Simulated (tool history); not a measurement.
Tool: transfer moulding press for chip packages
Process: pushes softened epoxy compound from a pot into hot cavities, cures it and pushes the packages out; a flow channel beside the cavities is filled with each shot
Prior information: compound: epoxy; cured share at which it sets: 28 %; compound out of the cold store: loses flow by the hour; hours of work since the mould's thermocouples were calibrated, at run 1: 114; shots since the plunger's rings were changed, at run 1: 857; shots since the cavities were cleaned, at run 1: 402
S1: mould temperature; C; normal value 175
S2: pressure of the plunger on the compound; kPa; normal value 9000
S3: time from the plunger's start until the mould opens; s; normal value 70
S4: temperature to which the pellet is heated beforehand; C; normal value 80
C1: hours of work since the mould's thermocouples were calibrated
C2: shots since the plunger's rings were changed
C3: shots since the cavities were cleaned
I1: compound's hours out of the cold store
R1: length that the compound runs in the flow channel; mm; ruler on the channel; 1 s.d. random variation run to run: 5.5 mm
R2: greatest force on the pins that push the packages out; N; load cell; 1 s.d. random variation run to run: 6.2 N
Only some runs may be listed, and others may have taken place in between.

run     day   S1    S2  S3  S4   C1    C2   C3    I1    R1   R2
  1       0  175  9000  70  80  114   857  402  45.2   829  324
  2   0.817  174  9000  70  80  129  1213  758  24.1   935  409
      1.267  -- cavities cleaned with cleaning compound and waxed
  3   2.067  175  9000  92  80  151  1731  350  40.1   858  248
  4   3.175  175  9000  79  80  171  2214  833  31.7   889  326
      3.504  -- cavities cleaned with cleaning compound and waxed
  5   4.321  175  9000  79  75  191  2685  356    13   976  267
      4.767  -- plunger's sealing rings changed
  6   4.971  175  9000  79  75  201    89  594  43.4   867  308
      5.842  -- cavities cleaned with cleaning compound and waxed
  7   6.321  175  9000  70  71  225   650  209  45.7   840  294
  8   7.421  175  9000  70  71  246  1129  688  26.5   924  393
      8.096  -- cavities cleaned with cleaning compound and waxed
  9   8.746  175  9000  70  80  269  1680  284  25.6   916  315
 10   9.288  175  9000  70  80  279  1915  519  23.6   925  379
     10.308  -- cavities cleaned with cleaning compound and waxed
 11  10.629  175  9000  70  80  303  2472  140  15.9   960  298
     11.604  -- plunger's sealing rings changed
 12  11.633  175  9000  70  80  319    11  532  24.6   959  371
     12.442  -- mould's thermocouples calibrated
     12.696  -- cavities cleaned with cleaning compound and waxed
 13  12.708  175  9000  70  80    4   417    7  12.3  1016  243
 14  13.533  175  9000  70  80   19   776  366  24.8   941  338
 15  14.083  179  9070  70  80   29  1016  606  31.7   892  309
     14.858  -- cavities cleaned with cleaning compound and waxed
 16  15.104  175  7690  70  80   47  1432  106  18.8   891  273
 17  15.817  175  7690  70  80   60  1744  418  46.1   756  325
 18  16.396  175  8110  59  79   71  1995  669  11.5   943  615
      17.05  -- cavities cleaned with cleaning compound and waxed
 19  17.625  177  9000  70  80   92  2504  250  31.9   866  273
     18.562  -- plunger's sealing rings changed
 20  18.775  177  9000  70  80  112    92  705  18.7   987  354
     19.388  -- cavities cleaned with cleaning compound and waxed
 21  19.842  175  9000  74  80  130   531  198  16.3  1002  271
 22  20.667  175  9000  71  83  146   890  557  19.5   977  366
     21.629  -- cavities cleaned with cleaning compound and waxed
 23  22.004  175  9000  71  83  169  1446  164  36.6   879  279
 24    23.1  175  7420  83  80  189  1923  641  37.4   780  299
     23.804  -- cavities cleaned with cleaning compound and waxed
 25  24.112  175  7420  83  80  207  2336  135  10.9   903  216
 26  25.179  175  7420  80  80  227  2801  600  14.4   880  315
     25.338  -- plunger's sealing rings changed
 27  25.867  175  7420  80  80  238   230  854  23.7   879  323

Alternative continuations, all from the tool just after run 27; predict every row:
     26.092  -- cavities cleaned with cleaning compound and waxed
  A  26.533  172   7810  61  80  249  494  193  41.1   ?   ?
     26.092  -- cavities cleaned with cleaning compound and waxed
  B  26.533  175  10070  98  84  249  494  193  40.1   ?   ?
     26.092  -- cavities cleaned with cleaning compound and waxed
  C  26.533  181   9370  80  89  249  494  193  16.7   ?   ?
     26.092  -- cavities cleaned with cleaning compound and waxed
  D  26.533  181   9000  70  80  249  494  193  41.6   ?   ?

run   R1   R2
  A  812  474
  B  929  222
  C  999  208
  D  864  242
With no hidden state in the tool, these same runs would have given:
run    R1   R2
  A   818  356
  B   935  174
  C  1006  163
  D   871  190

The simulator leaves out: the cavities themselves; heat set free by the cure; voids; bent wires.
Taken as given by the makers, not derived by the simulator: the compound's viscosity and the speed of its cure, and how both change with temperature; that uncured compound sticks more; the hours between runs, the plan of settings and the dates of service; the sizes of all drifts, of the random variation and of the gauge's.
